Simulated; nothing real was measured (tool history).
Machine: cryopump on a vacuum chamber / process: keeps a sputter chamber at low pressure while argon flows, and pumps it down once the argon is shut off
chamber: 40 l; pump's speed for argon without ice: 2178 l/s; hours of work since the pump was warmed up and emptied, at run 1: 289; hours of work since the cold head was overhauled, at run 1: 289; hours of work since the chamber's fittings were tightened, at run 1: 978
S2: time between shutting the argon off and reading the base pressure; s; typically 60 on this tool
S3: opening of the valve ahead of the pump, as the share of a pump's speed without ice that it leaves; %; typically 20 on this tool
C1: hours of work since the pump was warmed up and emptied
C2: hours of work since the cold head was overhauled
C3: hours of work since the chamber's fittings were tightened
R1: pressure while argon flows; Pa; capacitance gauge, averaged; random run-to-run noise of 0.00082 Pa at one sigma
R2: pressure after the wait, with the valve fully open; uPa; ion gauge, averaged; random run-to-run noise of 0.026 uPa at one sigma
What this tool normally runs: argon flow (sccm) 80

Run 1, hour 0: usual settings; C1 289; C2 289; C3 978. Result: R1 0.3125 Pa, R2 1.67 uPa.
Run 2, hour 8.6: usual settings; C1 293; C2 293; C3 982. Result: R1 0.3129 Pa, R2 1.65 uPa.
Run 3, hour 19.1: usual settings; C1 297; C2 297; C3 987. Result: R1 0.3125 Pa, R2 1.67 uPa.
Run 4, hour 30.4: usual settings; C1 302; C2 302; C3 992. Result: R1 0.3122 Pa, R2 1.67 uPa.
Run 5, hour 38.8: usual settings but S2 110 s; C1 306; C2 306; C3 995. Result: R1 0.3139 Pa, R2 1.2 uPa.
Run 6, hour 53.4: usual settings but S2 221 s; C1 312; C2 312; C3 1002. Result: R1 0.312 Pa, R2 0.95 uPa.
Run 7, hour 66.7: usual settings but argon flow (sccm) 36, S2 221 s; C1 318; C2 318; C3 1007. Result: R1 0.1414 Pa, R2 0.95 uPa.
Run 8, hour 82.6: usual settings; C1 325; C2 325; C3 1014. Result: R1 0.3125 Pa, R2 1.61 uPa.
Run 9, hour 95.8: usual settings; C1 330; C2 330; C3 1020. Result: R1 0.3131 Pa, R2 1.73 uPa.
Run 10, hour 112.5: usual settings; C1 337; C2 337; C3 1027. Result: R1 0.3137 Pa, R2 1.68 uPa.
Run 11, hour 124.3: usual settings; C1 342; C2 342; C3 1032. Result: R1 0.3154 Pa, R2 1.72 uPa.
Run 12, hour 140.5: usual settings but argon flow (sccm) 158; C1 349; C2 349; C3 1039. Result: R1 0.6202 Pa, R2 1.72 uPa.
Run 13, hour 155.9: usual settings but argon flow (sccm) 158; C1 356; C2 356; C3 1046. Result: R1 0.6212 Pa, R2 1.73 uPa.
Run 14, hour 173.7: usual settings but argon flow (sccm) 37, S2 40 s, S3 25 %; C1 364; C2 364; C3 1053. Result: R1 0.1173 Pa, R2 2.22 uPa.
Run 15, hour 186: usual settings but argon flow (sccm) 37, S2 40 s, S3 25 %; C1 369; C2 369; C3 1059. Result: R1 0.1163 Pa, R2 2.17 uPa.
Run 16, hour 203.7: usual settings but argon flow (sccm) 83, S2 82 s; C1 377; C2 377; C3 1066. Result: R1 0.3252 Pa, R2 1.5 uPa.
Run 17, hour 216.3: usual settings but S2 86 s, S3 40 %; C1 382; C2 382; C3 1072. Result: R1 0.1597 Pa, R2 1.39 uPa.
Run 18, hour 230.3: usual settings but argon flow (sccm) 35, S3 25 %; C1 388; C2 388; C3 1078. Result: R1 0.1102 Pa, R2 1.73 uPa.
Run 19, hour 242.4: usual settings but argon flow (sccm) 117, S2 85 s, S3 40 %; C1 393; C2 393; C3 1083. Result: R1 0.2324 Pa, R2 1.39 uPa.
Run 20, hour 259.4: usual settings but argon flow (sccm) 118, S2 162 s, S3 29 %; C1 401; C2 401; C3 1090. Result: R1 0.3216 Pa, R2 1.12 uPa.
Run 21, hour 269.6: usual settings but argon flow (sccm) 59, S2 36 s; C1 405; C2 405; C3 1095. Result: R1 0.2315 Pa, R2 2.42 uPa.
Run 22, hour 282.6: usual settings but argon flow (sccm) 59, S2 36 s; C1 411; C2 411; C3 1100. Result: R1 0.2312 Pa, R2 2.43 uPa.
Run 23, hour 297.3: usual settings but S2 40 s, S3 24 %; C1 417; C2 417; C3 1107. Result: R1 0.2618 Pa, R2 2.23 uPa.
Run 24, hour 304.6: usual settings but S2 40 s, S3 24 %; C1 420; C2 420; C3 1110. Result: R1 0.2626 Pa, R2 2.26 uPa.
Run 25, hour 316: usual settings but argon flow (sccm) 148, S2 110 s, S3 33 %; C1 425; C2 425; C3 1115. Result: R1 0.357 Pa, R2 1.27 uPa.

Here are 3 independent what-if runs from the current tool condition. What would each one return?
Run A, hour 327.1: usual settings but argon flow (sccm) 96; C1 430; C2 430; C3 1120. Result: R1 ?, R2 ?.
Run B, hour 327.1: usual settings but argon flow (sccm) 35, S2 37 s, S3 31 %; C1 430; C2 430; C3 1120. Result: R1 ?, R2 ?.
Run C, hour 327.1: usual settings but argon flow (sccm) 37, S2 132 s, S3 22 %; C1 430; C2 430; C3 1120. Result: R1 ?, R2 ?.

run      R1    R2
  A   0.377  1.73
  B  0.0894  2.45
  C  0.1323  1.21
The same runs, with their run-to-run variation unchanged, on a tool lacking any hidden condition would have given:
run      R1    R2
  A   0.372  1.13
  B  0.0876  1.85
  C  0.1303  0.62
